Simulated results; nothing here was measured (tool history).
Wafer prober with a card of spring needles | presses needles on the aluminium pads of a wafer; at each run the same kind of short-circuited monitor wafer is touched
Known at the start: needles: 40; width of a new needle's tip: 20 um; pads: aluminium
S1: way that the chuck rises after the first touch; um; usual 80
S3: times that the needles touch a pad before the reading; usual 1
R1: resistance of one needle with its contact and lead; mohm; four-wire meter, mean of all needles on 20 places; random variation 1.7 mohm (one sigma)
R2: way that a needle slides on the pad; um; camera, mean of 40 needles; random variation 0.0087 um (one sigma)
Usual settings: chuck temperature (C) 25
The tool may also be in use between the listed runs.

run 1 hour=0.0 | S1=80 chuck_temperature_(C)=25 S3=1 | R1=178 R2=10.577
run 2 hour=6.4 | S1=80 chuck_temperature_(C)=25 S3=1 | R1=199 R2=10.553
run 3 hour=18.5 | S1=80 chuck_temperature_(C)=25 S3=1 | R1=192 R2=10.570
run 4 hour=24.1 | S1=80 chuck_temperature_(C)=25 S3=1 | R1=201 R2=10.575
run 5 hour=36.4 | S1=80 chuck_temperature_(C)=25 S3=1 | R1=198 R2=10.562
run 6 hour=48.6 | S1=80 chuck_temperature_(C)=104 S3=1 | R1=206 R2=10.567
run 7 hour=56.5 | S1=80 chuck_temperature_(C)=104 S3=1 | R1=219 R2=10.564
run 8 hour=64.2 | S1=80 chuck_temperature_(C)=104 S3=1 | R1=210 R2=10.544
run 9 hour=74.7 | S1=80 chuck_temperature_(C)=25 S3=1 | R1=180 R2=10.569
run 10 hour=87.1 | S1=80 chuck_temperature_(C)=25 S3=1 | R1=203 R2=10.552
run 11 hour=94.7 | S1=80 chuck_temperature_(C)=25 S3=1 | R1=195 R2=10.541
run 12 hour=103.2 | S1=83 chuck_temperature_(C)=25 S3=1 | R1=178 R2=10.933
run 13 hour=112.6 | S1=80 chuck_temperature_(C)=25 S3=2 | R1=189 R2=10.532
run 14 hour=123.3 | S1=80 chuck_temperature_(C)=25 S3=2 | R1=185 R2=10.531
run 15 hour=130.5 | S1=80 chuck_temperature_(C)=25 S3=2 | R1=190 R2=10.535
run 16 hour=139.4 | S1=80 chuck_temperature_(C)=25 S3=3 | R1=179 R2=10.544
run 17 hour=147.4 | S1=80 chuck_temperature_(C)=25 S3=3 | R1=171 R2=10.504
run 18 hour=155.5 | S1=80 chuck_temperature_(C)=25 S3=3 | R1=182 R2=10.513
run 19 hour=167.4 | S1=65 chuck_temperature_(C)=25 S3=2 | R1=197 R2=8.517
run 20 hour=179.1 | S1=65 chuck_temperature_(C)=25 S3=2 | R1=185 R2=8.509
run 21 hour=190.6 | S1=66 chuck_temperature_(C)=34 S3=1 | R1=232 R2=8.654
run 22 hour=199.4 | S1=66 chuck_temperature_(C)=34 S3=1 | R1=219 R2=8.649
run 23 hour=205.1 | S1=66 chuck_temperature_(C)=34 S3=1 | R1=224 R2=8.653
run 24 hour=217.2 | S1=90 chuck_temperature_(C)=85 S3=2 | R1=196 R2=11.834
run 25 hour=223.2 | S1=95 chuck_temperature_(C)=92 S3=1 | R1=191 R2=12.495
run 26 hour=232.0 | S1=68 chuck_temperature_(C)=25 S3=3 | R1=187 R2=8.903
run 27 hour=239.5 | S1=88 chuck_temperature_(C)=25 S3=1 | R1=189 R2=11.544
run 28 hour=248.9 | S1=88 chuck_temperature_(C)=25 S3=1 | R1=173 R2=11.536
run 29 hour=255.5 | S1=61 chuck_temperature_(C)=25 S3=1 | R1=222 R2=7.951
run 30 hour=262.7 | S1=80 chuck_temperature_(C)=108 S3=3 | R1=202 R2=10.474
run 31 hour=273.3 | S1=80 chuck_temperature_(C)=105 S3=3 | R1=197 R2=10.490
run 32 hour=281.7 | S1=97 chuck_temperature_(C)=78 S3=3 | R1=183 R2=12.718
run 33 hour=290.7 | S1=80 chuck_temperature_(C)=25 S3=2 | R1=191 R2=10.481

Taken out of this log: 19 entries between the listed runs. Where each belongs, and how the hidden state differs across it:
Between runs 2 and 3: tips cleaned on abrasive film (hour 13.7)
  debris on the tips, nm: 61.5 -> 50.3; way that the needles fall short of the set height, um: 0.29 -> 0.33; tips' diameter, um: 20.1 -> 20.11
  measured less the result without the state, R1: +26 -> +21 mohm; R2: -0.040 -> -0.044 um
Between runs 4 and 5: tips cleaned on abrasive film (hour 28.9)
  debris on the tips, nm: 73.6 -> 64.2; way that the needles fall short of the set height, um: 0.33 -> 0.37; tips' diameter, um: 20.11 -> 20.13
  measured less the result without the state, R1: +31 -> +28 mohm; R2: -0.044 -> -0.048 um
Between runs 5 and 6: tips cleaned on abrasive film (hour 43.8)
  debris on the tips, nm: 64.2 -> 50; way that the needles fall short of the set height, um: 0.37 -> 0.41; tips' diameter, um: 20.13 -> 20.14
  measured less the result without the state, R1: +28 -> +19 mohm; R2: -0.048 -> -0.054 um
Between runs 7 and 8: tips cleaned on abrasive film (hour 58.4)
  debris on the tips, nm: 81.6 -> 53.3; way that the needles fall short of the set height, um: 0.41 -> 0.44; tips' diameter, um: 20.14 -> 20.15
  measured less the result without the state, R1: +32 -> +21 mohm; R2: -0.055 -> -0.059 um
Between runs 8 and 9: tips cleaned on abrasive film (hour 73.3)
  debris on the tips, nm: 53.3 -> 23.3; way that the needles fall short of the set height, um: 0.44 -> 0.47; tips' diameter, um: 20.15 -> 20.16
  measured less the result without the state, R1: +21 -> +10 mohm; R2: -0.059 -> -0.063 um
Between runs 10 and 11: tips cleaned on abrasive film (hour 88.3)
  debris on the tips, nm: 83.8 -> 55.5; way that the needles fall short of the set height, um: 0.47 -> 0.52; tips' diameter, um: 20.16 -> 20.18
  measured less the result without the state, R1: +36 -> +24 mohm; R2: -0.063 -> -0.070 um
Between runs 11 and 12: tips cleaned on abrasive film (hour 102.8)
  debris on the tips, nm: 55.5 -> 11.6; way that the needles fall short of the set height, um: 0.52 -> 0.56; tips' diameter, um: 20.18 -> 20.2
  measured less the result without the state, R1: +24 -> +5 mohm; R2: -0.070 -> -0.075 um
Between runs 13 and 14: tips cleaned on abrasive film (hour 118.0)
  debris on the tips, nm: 71.1 -> 53.5; way that the needles fall short of the set height, um: 0.56 -> 0.6; tips' diameter, um: 20.2 -> 20.21
  measured less the result without the state, R1: +18 -> +14 mohm; R2: -0.075 -> -0.080 um
Between runs 15 and 16: tips cleaned on abrasive film (hour 132.9)
  debris on the tips, nm: 81.1 -> 55; way that the needles fall short of the set height, um: 0.6 -> 0.65; tips' diameter, um: 20.21 -> 20.23
  measured less the result without the state, R1: +21 -> +9 mohm; R2: -0.079 -> -0.087 um
Between runs 16 and 17: tips cleaned on abrasive film (hour 147.2)
  debris on the tips, nm: 55 -> 6.8; way that the needles fall short of the set height, um: 0.65 -> 0.7; tips' diameter, um: 20.23 -> 20.25
  measured less the result without the state, R1: +9 -> +1 mohm; R2: -0.087 -> -0.093 um
Between runs 18 and 19: tips cleaned on abrasive film (hour 162.3)
  debris on the tips, nm: 65 -> 51.5; way that the needles fall short of the set height, um: 0.7 -> 0.75; tips' diameter, um: 20.25 -> 20.26
  measured less the result without the state, R1: +11 -> +20 mohm; R2: -0.094 -> -0.099 um
Between runs 19 and 20: tips cleaned on abrasive film (hour 177.1)
  debris on the tips, nm: 51.5 -> 26.3; way that the needles fall short of the set height, um: 0.75 -> 0.79; tips' diameter, um: 20.26 -> 20.28
  measured less the result without the state, R1: +20 -> +11 mohm; R2: -0.099 -> -0.104 um
Between runs 21 and 22: tips cleaned on abrasive film (hour 191.6)
  debris on the tips, nm: 82.5 -> 64.2; way that the needles fall short of the set height, um: 0.79 -> 0.82; tips' diameter, um: 20.28 -> 20.29
  measured less the result without the state, R1: +53 -> +41 mohm; R2: -0.105 -> -0.109 um
Between runs 23 and 24: tips cleaned on abrasive film (hour 205.9)
  debris on the tips, nm: 81.5 -> 76.4; way that the needles fall short of the set height, um: 0.82 -> 0.86; tips' diameter, um: 20.29 -> 20.3
  measured less the result without the state, R1: +50 -> +15 mohm; R2: -0.110 -> -0.113 um
Between runs 24 and 25: tips cleaned on abrasive film (hour 220.1)
  debris on the tips, nm: 76.4 -> 37.9; way that the needles fall short of the set height, um: 0.86 -> 0.91; tips' diameter, um: 20.3 -> 20.32
  measured less the result without the state, R1: +15 -> +11 mohm; R2: -0.113 -> -0.120 um
Between runs 26 and 27: tips cleaned on abrasive film (hour 234.4)
  debris on the tips, nm: 77.6 -> 49.2; way that the needles fall short of the set height, um: 0.91 -> 0.96; tips' diameter, um: 20.32 -> 20.34
  measured less the result without the state, R1: +17 -> +18 mohm; R2: -0.120 -> -0.128 um
Between runs 27 and 28: tips cleaned on abrasive film (hour 248.7)
  debris on the tips, nm: 49.2 -> 11.1; way that the needles fall short of the set height, um: 0.96 -> 0.99; tips' diameter, um: 20.34 -> 20.35
  measured less the result without the state, R1: +18 -> +5 mohm; R2: -0.128 -> -0.132 um
Between runs 30 and 31: tips cleaned on abrasive film (hour 263.7)
  debris on the tips, nm: 84.3 -> 73.9; way that the needles fall short of the set height, um: 0.99 -> 1.02; tips' diameter, um: 20.35 -> 20.36
  measured less the result without the state, R1: +13 -> +11 mohm; R2: -0.131 -> -0.136 um
Between runs 31 and 32: tips cleaned on abrasive film (hour 278.3)
  debris on the tips, nm: 73.9 -> 38.5; way that the needles fall short of the set height, um: 1.02 -> 1.06; tips' diameter, um: 20.36 -> 20.37
  measured less the result without the state, R1: +11 -> +4 mohm; R2: -0.136 -> -0.140 um
